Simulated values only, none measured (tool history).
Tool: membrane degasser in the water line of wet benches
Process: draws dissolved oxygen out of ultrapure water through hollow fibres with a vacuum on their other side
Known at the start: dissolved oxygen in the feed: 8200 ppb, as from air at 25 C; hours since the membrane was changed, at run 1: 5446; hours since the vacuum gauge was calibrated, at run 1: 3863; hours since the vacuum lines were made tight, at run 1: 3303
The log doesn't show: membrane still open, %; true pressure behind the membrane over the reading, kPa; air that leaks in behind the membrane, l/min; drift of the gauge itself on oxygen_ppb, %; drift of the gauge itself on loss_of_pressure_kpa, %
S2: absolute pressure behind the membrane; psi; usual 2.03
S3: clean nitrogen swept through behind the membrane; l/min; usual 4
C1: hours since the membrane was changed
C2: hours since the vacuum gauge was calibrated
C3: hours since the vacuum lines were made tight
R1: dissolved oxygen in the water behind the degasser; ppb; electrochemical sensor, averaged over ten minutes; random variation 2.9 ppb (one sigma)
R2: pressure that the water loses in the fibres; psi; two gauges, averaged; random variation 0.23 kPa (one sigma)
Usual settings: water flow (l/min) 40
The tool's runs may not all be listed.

run 1 day=0 | water_flow_(l/min)=40 S2=2.03 S3=4 | C1=5446 C2=3863 C3=3303 | R1=284.1 R2=8.524
run 2 day=3.858 | water_flow_(l/min)=40 S2=2.03 S3=4 | C1=5538 C2=3956 C3=3395 | R1=281.8 R2=8.549
run 3 day=10.429 | water_flow_(l/min)=40 S2=2.03 S3=4 | C1=5696 C2=4113 C3=3553 | R1=283.6 R2=8.524
run 4 day=18.142 | water_flow_(l/min)=40 S2=2.03 S3=4 | C1=5881 C2=4299 C3=3738 | R1=283 R2=8.562
run 5 day=24.362 | water_flow_(l/min)=40 S2=2.03 S3=4 | C1=6030 C2=4448 C3=3887 | R1=282 R2=8.517
run 6 day=31.917 | water_flow_(l/min)=40 S2=2.03 S3=4 | C1=6212 C2=4629 C3=4069 | R1=287.1 R2=8.518
run 7 day=37.983 | water_flow_(l/min)=40 S2=3.52 S3=4 | C1=6357 C2=4775 C3=4214 | R1=511.9 R2=8.491
run 8 day=41.533 | water_flow_(l/min)=40 S2=3.52 S3=4 | C1=6442 C2=4860 C3=4300 | R1=504.1 R2=8.583
run 9 day=48.229 | water_flow_(l/min)=40 S2=1.23 S3=4 | C1=6603 C2=5021 C3=4460 | R1=162.4 R2=8.553
run 10 day=54.758 | water_flow_(l/min)=40 S2=2.36 S3=4 | C1=6760 C2=5177 C3=4617 | R1=331.2 R2=8.585
run 11 day=61.65 | water_flow_(l/min)=40 S2=2.36 S3=4 | C1=6925 C2=5343 C3=4782 | R1=327.5 R2=8.582
run 12 day=66.2 | water_flow_(l/min)=40 S2=2.36 S3=4 | C1=7034 C2=5452 C3=4892 | R1=336.2 R2=8.585
run 13 day=71.638 | water_flow_(l/min)=40 S2=2.36 S3=4 | C1=7165 C2=5582 C3=5022 | R1=335.4 R2=8.615
-- day=73.904 vacuum gauge calibrated
run 14 day=76.675 | water_flow_(l/min)=40 S2=2.36 S3=4 | C1=7285 C2=67 C3=5142 | R1=333.5 R2=8.634
run 15 day=84.954 | water_flow_(l/min)=40 S2=2.36 S3=4 | C1=7484 C2=265 C3=5341 | R1=330.9 R2=8.618
run 16 day=88.571 | water_flow_(l/min)=40 S2=2.36 S3=4 | C1=7571 C2=352 C3=5428 | R1=333.7 R2=8.58
run 17 day=94.008 | water_flow_(l/min)=43 S2=2.03 S3=1.95 | C1=7701 C2=483 C3=5558 | R1=536.7 R2=9.235
run 18 day=100.542 | water_flow_(l/min)=43 S2=2.03 S3=1.95 | C1=7858 C2=639 C3=5715 | R1=543.4 R2=9.258
run 19 day=105.146 | water_flow_(l/min)=43 S2=2.03 S3=1.95 | C1=7969 C2=750 C3=5826 | R1=539.9 R2=9.287
run 20 day=111.896 | water_flow_(l/min)=41 S2=3.26 S3=11.89 | C1=8131 C2=912 C3=5988 | R1=200 R2=8.881
-- day=115.129 seals of the vacuum lines changed
run 21 day=118.554 | water_flow_(l/min)=41 S2=3.26 S3=11.89 | C1=8289 C2=1070 C3=82 | R1=197 R2=8.86
run 22 day=123.429 | water_flow_(l/min)=32 S2=3.55 S3=10.53 | C1=8406 C2=1187 C3=199 | R1=182.3 R2=6.96
run 23 day=128.012 | water_flow_(l/min)=62 S2=4.15 S3=9.14 | C1=8516 C2=1297 C3=309 | R1=460.8 R2=13.409
run 24 day=135.762 | water_flow_(l/min)=62 S2=4.15 S3=9.14 | C1=8701 C2=1483 C3=495 | R1=460.8 R2=13.393
run 25 day=144.054 | water_flow_(l/min)=51 S2=4.15 S3=8.41 | C1=8900 C2=1682 C3=694 | R1=414.3 R2=11.056
run 26 day=148.925 | water_flow_(l/min)=60 S2=2.03 S3=4.15 | C1=9017 C2=1799 C3=811 | R1=420.9 R2=13.033
run 27 day=157.375 | water_flow_(l/min)=35 S2=1.31 S3=4.15 | C1=9220 C2=2001 C3=1014 | R1=145.6 R2=7.622
run 28 day=164.896 | water_flow_(l/min)=40 S2=2.9 S3=3.45 | C1=9401 C2=2182 C3=1194 | R1=467.2 R2=8.71
-- day=167.038 gauge calibrated
run 29 day=172.475 | water_flow_(l/min)=49 S2=1.45 S3=4 | C1=9583 C2=2364 C3=1376 | R1=241.1 R2=10.48
run 30 day=178.875 | water_flow_(l/min)=49 S2=1.45 S3=4 | C1=9736 C2=2517 C3=1530 | R1=236.4 R2=10.438
run 31 day=184.046 | water_flow_(l/min)=29 S2=4.53 S3=4.32 | C1=9860 C2=2641 C3=1654 | R1=453.9 R2=6.202

Forecast each of these 4 alternatives for the next run:
run A day=188.825 | water_flow_(l/min)=39 S2=4.53 S3=3.45 | C1=9975 C2=2756 C3=1769 | R1=? R2=?
run B day=188.825 | water_flow_(l/min)=28 S2=3.63 S3=4 | C1=9975 C2=2756 C3=1769 | R1=? R2=?
run C day=188.825 | water_flow_(l/min)=25 S2=3.19 S3=4.42 | C1=9975 C2=2756 C3=1769 | R1=? R2=?
run D day=188.825 | water_flow_(l/min)=29 S2=2.76 S3=5.31 | C1=9975 C2=2756 C3=1769 | R1=? R2=?

run=A R1=716.6 R2=8.301
run=B R1=379.7 R2=6
run=C R1=266 R2=5.346
run=D R1=227.4 R2=6.18
Without the tool's hidden state the same runs would have given:
run=A R1=716.1 R2=8.26
run=B R1=379.3 R2=5.973
run=C R1=265.7 R2=5.321
run=D R1=227.1 R2=6.15
